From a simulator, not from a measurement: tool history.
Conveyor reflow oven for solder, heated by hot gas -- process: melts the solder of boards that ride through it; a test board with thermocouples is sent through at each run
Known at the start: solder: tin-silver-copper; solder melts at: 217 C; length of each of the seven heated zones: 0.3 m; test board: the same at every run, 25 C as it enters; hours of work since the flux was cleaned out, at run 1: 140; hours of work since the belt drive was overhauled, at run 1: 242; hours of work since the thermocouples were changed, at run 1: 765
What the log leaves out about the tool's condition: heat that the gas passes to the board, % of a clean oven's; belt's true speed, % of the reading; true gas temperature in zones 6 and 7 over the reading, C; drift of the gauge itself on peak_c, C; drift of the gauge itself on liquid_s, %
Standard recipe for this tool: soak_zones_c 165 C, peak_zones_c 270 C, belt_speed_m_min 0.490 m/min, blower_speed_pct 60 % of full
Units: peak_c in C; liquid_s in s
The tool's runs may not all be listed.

run   hour  soak_zones_c  peak_zones_c  belt_speed_m_min  blower_speed_pct  hours of work since the flux was cleaned out  hours of work since the belt drive was overhauled  hours of work since the thermocouples were changed  peak_c  liquid_s
  1    0.0           165           270             0.490                60                                           140                                                242                                                 765   244.6      45.2
  2   42.3           165           270             0.406                60                                           169                                                272                                                 794   251.9      63.4
  3  113.2           165           270             0.475                60                                           218                                                321                                                 843   245.3      47.0
  4  176.0           165           270             0.490                60                                           262                                                365                                                 887   244.1      43.4
     224.1  -- thermocouples of zones 6 and 7 changed
  5  244.4           165           270             0.490                60                                           308                                                411                                                  14   246.7      45.5
     253.9  -- belt drive overhauled, speed set with a stopwatch
  6  324.7           165           270             0.490                60                                           361                                                 49                                                  67   245.2      45.7
  7  393.8           165           270             0.490                60                                           409                                                 97                                                 115   246.1      45.0
  8  447.0           165           282             0.459                71                                           446                                                134                                                 152   261.1      61.9
     495.2  -- flux residue cleaned out of gas plates and filters
  9  504.4           165           270             0.490                83                                             6                                                171                                                 189   254.4      54.6
 10  548.3           165           270             0.490                54                                            37                                                201                                                 219   244.8      43.9

The logged runs with the hidden state left out (each run's random variation unchanged):
run  peak_c  liquid_s
  1   247.8      48.2
  2   255.3      66.2
  3   249.1      50.4
  4   248.3      47.2
  5   248.7      47.4
  6   247.6      47.9
  7   248.8      47.5
  8   264.3      63.7
  9   255.1      54.6
 10   245.6      44.2
